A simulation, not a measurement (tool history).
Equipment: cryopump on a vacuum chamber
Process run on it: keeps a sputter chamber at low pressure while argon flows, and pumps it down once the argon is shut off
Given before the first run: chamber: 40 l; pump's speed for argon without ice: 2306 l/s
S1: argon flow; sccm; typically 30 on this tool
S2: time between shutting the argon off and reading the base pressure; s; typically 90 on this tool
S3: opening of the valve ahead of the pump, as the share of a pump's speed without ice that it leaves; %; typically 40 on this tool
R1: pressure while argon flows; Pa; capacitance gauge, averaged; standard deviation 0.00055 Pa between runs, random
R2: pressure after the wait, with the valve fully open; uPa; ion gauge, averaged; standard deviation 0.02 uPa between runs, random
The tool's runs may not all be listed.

run	hour	S1	S2	S3	R1	R2
1	0	30	90	40	0.0589	0.55
2	27.1	30	90	40	0.0596	0.56
3	73.8	30	90	40	0.06	0.61
4	109.6	30	90	40	0.0591	0.61
5	161.3	30	90	40	0.0609	0.6
6	186.7	30	90	40	0.0612	0.66
7	231.1	30	217	40	0.0617	0.63
8	267.2	30	217	27	0.0892	0.61
# hour 298.7: pump warmed up, emptied and cooled again
9	325.1	30	217	27	0.0825	0.48
10	351.2	16	102	40	0.0298	0.53
11	389.6	30	170	17	0.1318	0.51
12	438.7	48	170	34	0.1073	0.53
13	472.8	23	44	15	0.1133	0.82
14	516.5	23	44	15	0.1158	0.87
15	561.2	16	90	40	0.031	0.67
16	592	30	42	55	0.0428	0.9
17	627.1	25	56	55	0.0365	0.81

For some of the steps in R1 from one run to the next: how much would appear even if the tool had no hidden state, given the settings, what came in and random variation, and how much remains for the hidden state plus any gauge scatter that the measured result and the result without hidden state don't share?
Hidden state present: pump's speed, % of a pump's without ice; cold plate's temperature, K; leak into the chamber, uPa l/s; drift of the gauge itself on working_pa, %; drift of the gauge itself on base_upa, %.
Run 8 -> 9: pump warmed up, emptied and cooled again. R1 -0.0067 Pa: hidden state -0.0073, all else +0.0006.
Run 10 -> 11: S1 16 -> 30, S2 102 -> 170, S3 40 -> 17. R1 +0.102 Pa: hidden state +0.0008, all else +0.1012.
